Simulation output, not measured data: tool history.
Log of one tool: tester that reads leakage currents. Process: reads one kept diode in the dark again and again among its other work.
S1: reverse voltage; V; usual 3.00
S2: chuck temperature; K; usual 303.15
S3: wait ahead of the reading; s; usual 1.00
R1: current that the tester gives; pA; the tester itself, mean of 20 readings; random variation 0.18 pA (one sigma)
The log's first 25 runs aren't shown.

run    hour    S1      S2    S3      R1
 26  1000.8  3.00  301.15  3.95   52.45
 27  1031.0  3.96  300.15  1.63   55.86
 28  1061.3  3.96  300.15  1.63   55.57
 29  1085.7  6.42  332.15  1.70  611.43
 30  1123.7  6.42  332.15  1.70  610.93
 31  1179.7  6.42  332.15  1.70  612.08
 32  1225.1  4.43  303.15  1.13   74.18
 33  1258.6  4.43  299.15  1.13   55.67
 34  1296.9  4.43  299.15  1.13   56.04
 35  1348.1  4.43  299.15  1.13   55.80
 36  1374.6  1.80  319.15  0.63  145.90

Forecast each of these 5 alternatives for the next run:
  A  1424.0  3.00  303.15  1.42   ?
  B  1424.0  3.00  303.15  7.45   ?
  C  1424.0  1.45  330.15  5.06   ?
  D  1424.0  1.80  319.15  0.92   ?
  E  1424.0  1.80  306.15  0.63   ?

run      R1
  A   61.58
  B   60.93
  C  270.09
  D  146.93
  E   59.43
Without the tool's hidden state the same runs would have given:
run      R1
  A   57.05
  B   56.44
  C  259.00
  D  140.05
  E   55.84
